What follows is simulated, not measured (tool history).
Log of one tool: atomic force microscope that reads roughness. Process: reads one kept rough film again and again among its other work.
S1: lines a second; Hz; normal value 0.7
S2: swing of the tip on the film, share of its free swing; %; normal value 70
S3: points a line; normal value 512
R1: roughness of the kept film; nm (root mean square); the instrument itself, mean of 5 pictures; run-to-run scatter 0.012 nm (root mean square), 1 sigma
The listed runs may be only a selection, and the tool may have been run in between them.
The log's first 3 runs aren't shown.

{"run": 4, "hour": 34.6, "S1": 0.7, "S2": 70, "S3": 512, "R1": 2.788}
{"run": 5, "hour": 46.8, "S1": 0.7, "S2": 70, "S3": 512, "R1": 2.76}
{"run": 6, "hour": 67.4, "S1": 0.7, "S2": 70, "S3": 512, "R1": 2.781}
{"run": 7, "hour": 90.4, "S1": 0.615, "S2": 70, "S3": 512, "R1": 2.755}
{"run": 8, "hour": 108.4, "S1": 0.615, "S2": 70, "S3": 512, "R1": 2.759}
{"run": 9, "hour": 120.1, "S1": 0.615, "S2": 70, "S3": 512, "R1": 2.763}
{"run": 10, "hour": 136.2, "S1": 0.615, "S2": 70, "S3": 512, "R1": 2.744}
{"hour": 138.8, "done": "new tip fitted"}
{"run": 11, "hour": 151.1, "S1": 0.615, "S2": 70, "S3": 512, "R1": 2.76}
{"run": 12, "hour": 172.3, "S1": 0.615, "S2": 70, "S3": 512, "R1": 2.775}
{"run": 13, "hour": 187.0, "S1": 0.615, "S2": 70, "S3": 512, "R1": 2.786}
{"run": 14, "hour": 200.7, "S1": 0.615, "S2": 70, "S3": 512, "R1": 2.738}
{"run": 15, "hour": 215.5, "S1": 0.615, "S2": 70, "S3": 512, "R1": 2.774}
{"run": 16, "hour": 237.0, "S1": 0.615, "S2": 70, "S3": 512, "R1": 2.763}
{"run": 17, "hour": 258.1, "S1": 0.615, "S2": 70, "S3": 512, "R1": 2.754}
{"run": 18, "hour": 273.4, "S1": 0.615, "S2": 70, "S3": 512, "R1": 2.764}
{"run": 19, "hour": 285.2, "S1": 0.7, "S2": 58, "S3": 512, "R1": 2.795}
{"hour": 287.3, "done": "new tip fitted"}
{"run": 20, "hour": 307.4, "S1": 0.7, "S2": 58, "S3": 512, "R1": 2.768}
{"run": 21, "hour": 318.2, "S1": 0.7, "S2": 58, "S3": 512, "R1": 2.78}
{"run": 22, "hour": 341.1, "S1": 0.7, "S2": 58, "S3": 512, "R1": 2.782}
{"run": 23, "hour": 358.2, "S1": 0.7, "S2": 58, "S3": 321, "R1": 2.774}
{"run": 24, "hour": 371.7, "S1": 0.7, "S2": 70, "S3": 512, "R1": 2.735}
{"run": 25, "hour": 394.3, "S1": 0.7, "S2": 70, "S3": 946, "R1": 2.783}
{"run": 26, "hour": 412.4, "S1": 1.177, "S2": 55, "S3": 329, "R1": 2.763}
{"run": 27, "hour": 429.5, "S1": 1.177, "S2": 55, "S3": 329, "R1": 2.732}
{"hour": 435.6, "done": "new tip fitted"}
{"run": 28, "hour": 440.5, "S1": 1.667, "S2": 72, "S3": 599, "R1": 2.73}

For run 29, what comes out?
{"run": 29, "hour": 464.2, "S1": 1.667, "S2": 72, "S3": 599, "R1": "?"}

Run 29 measured R1 2.699 nm (root mean square).
If the tool had no hidden condition, the same run with the same run-to-run variation would have returned R1 2.7 nm (root mean square).
